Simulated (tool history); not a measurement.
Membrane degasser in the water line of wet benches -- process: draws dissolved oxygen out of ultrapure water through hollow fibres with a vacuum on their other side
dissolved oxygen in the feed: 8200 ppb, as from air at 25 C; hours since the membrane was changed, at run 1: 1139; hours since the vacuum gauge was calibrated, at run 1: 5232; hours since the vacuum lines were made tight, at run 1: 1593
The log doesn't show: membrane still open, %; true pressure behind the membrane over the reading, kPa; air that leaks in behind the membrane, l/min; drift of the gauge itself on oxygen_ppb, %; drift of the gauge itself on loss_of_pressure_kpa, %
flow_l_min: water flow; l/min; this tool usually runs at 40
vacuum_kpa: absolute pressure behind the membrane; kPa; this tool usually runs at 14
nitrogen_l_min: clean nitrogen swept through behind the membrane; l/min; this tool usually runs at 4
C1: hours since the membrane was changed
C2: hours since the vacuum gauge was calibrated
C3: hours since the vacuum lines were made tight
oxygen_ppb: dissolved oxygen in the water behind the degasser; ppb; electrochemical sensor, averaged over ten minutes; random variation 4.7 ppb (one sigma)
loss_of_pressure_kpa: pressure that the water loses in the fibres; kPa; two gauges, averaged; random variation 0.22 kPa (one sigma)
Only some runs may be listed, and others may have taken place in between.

{"run": 1, "day": 0.0, "flow_l_min": 40, "vacuum_kpa": 14, "nitrogen_l_min": 4, "C1": 1139, "C2": 5232, "C3": 1593, "oxygen_ppb": 477.5, "loss_of_pressure_kpa": 52.91}
{"run": 2, "day": 3.154, "flow_l_min": 40, "vacuum_kpa": 14, "nitrogen_l_min": 4, "C1": 1214, "C2": 5308, "C3": 1669, "oxygen_ppb": 464.1, "loss_of_pressure_kpa": 52.61}
{"run": 3, "day": 4.958, "flow_l_min": 40, "vacuum_kpa": 14, "nitrogen_l_min": 4, "C1": 1258, "C2": 5351, "C3": 1712, "oxygen_ppb": 470.5, "loss_of_pressure_kpa": 53.13}
{"run": 4, "day": 6.846, "flow_l_min": 40, "vacuum_kpa": 14, "nitrogen_l_min": 4, "C1": 1303, "C2": 5396, "C3": 1758, "oxygen_ppb": 466.6, "loss_of_pressure_kpa": 52.41}
{"run": 5, "day": 10.192, "flow_l_min": 40, "vacuum_kpa": 14, "nitrogen_l_min": 4, "C1": 1383, "C2": 5477, "C3": 1838, "oxygen_ppb": 463, "loss_of_pressure_kpa": 52.71}
{"run": 6, "day": 12.542, "flow_l_min": 40, "vacuum_kpa": 14, "nitrogen_l_min": 4, "C1": 1440, "C2": 5533, "C3": 1894, "oxygen_ppb": 475.6, "loss_of_pressure_kpa": 53.09}
{"run": 7, "day": 14.962, "flow_l_min": 40, "vacuum_kpa": 14, "nitrogen_l_min": 4, "C1": 1498, "C2": 5591, "C3": 1952, "oxygen_ppb": 469.1, "loss_of_pressure_kpa": 52.86}
{"run": 8, "day": 17.55, "flow_l_min": 40, "vacuum_kpa": 14, "nitrogen_l_min": 4, "C1": 1560, "C2": 5653, "C3": 2015, "oxygen_ppb": 471.4, "loss_of_pressure_kpa": 52.8}
{"run": 9, "day": 19.275, "flow_l_min": 40, "vacuum_kpa": 14, "nitrogen_l_min": 4, "C1": 1601, "C2": 5695, "C3": 2056, "oxygen_ppb": 474.6, "loss_of_pressure_kpa": 53.17}
{"run": 10, "day": 21.825, "flow_l_min": 40, "vacuum_kpa": 14, "nitrogen_l_min": 4, "C1": 1662, "C2": 5756, "C3": 2117, "oxygen_ppb": 480, "loss_of_pressure_kpa": 52.22}
{"run": 11, "day": 24.642, "flow_l_min": 40, "vacuum_kpa": 14, "nitrogen_l_min": 4, "C1": 1730, "C2": 5823, "C3": 2185, "oxygen_ppb": 468.4, "loss_of_pressure_kpa": 52.78}

Forecast run 12:
{"run": 12, "day": 27.254, "flow_l_min": 35, "vacuum_kpa": 17.7, "nitrogen_l_min": 3.4, "C1": 1793, "C2": 5886, "C3": 2247, "oxygen_ppb": "?", "loss_of_pressure_kpa": "?"}

Run 12 produced oxygen_ppb 527.9 ppb, loss_of_pressure_kpa 46.57 kPa.
Were there no unlogged condition in the tool, this run, its random variation unchanged, would have produced oxygen_ppb 527.5 ppb, loss_of_pressure_kpa 46.56 kPa.
